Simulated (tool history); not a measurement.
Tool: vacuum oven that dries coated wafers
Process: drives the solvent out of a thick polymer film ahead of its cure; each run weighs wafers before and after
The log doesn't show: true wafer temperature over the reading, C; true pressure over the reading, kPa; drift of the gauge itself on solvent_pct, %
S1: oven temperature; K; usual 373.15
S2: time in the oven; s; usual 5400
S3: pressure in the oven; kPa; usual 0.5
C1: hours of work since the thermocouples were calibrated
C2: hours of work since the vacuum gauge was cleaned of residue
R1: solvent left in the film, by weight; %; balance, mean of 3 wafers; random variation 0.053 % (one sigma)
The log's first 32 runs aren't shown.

run	hour	S1	S2	S3	C1	C2	R1
33	2158.4	371.15	4560	0.5	871	750	2.46
34	2242.7	385.15	9000	1.38	932	811	0.81
35	2289.6	385.15	8100	1.18	966	844	0.78
36	2347.4	376.15	8460	0.5	1007	886	0.61
37	2406	376.15	8460	0.5	1049	928	0.65
38	2464.6	382.15	5880	0.5	1091	970	0.63
39	2525.2	382.15	5880	0.5	1135	1013	0.69
40	2570.4	382.15	5880	0.5	1167	1046	0.68
41	2641.9	387.15	6480	0.727	1218	1097	0.41
# hour 2682.2: oven's thermocouples calibrated
42	2736.9	367.15	3780	0.399	39	1164	3.59
43	2788.1	367.15	3780	0.399	76	1201	3.6

Forecast run 44:
44	2858.9	367.15	3780	0.399	127	1251	?

{"run 44": {"R1": 3.62}}
Without the tool's hidden state the same run would have given R1 3.61 %.
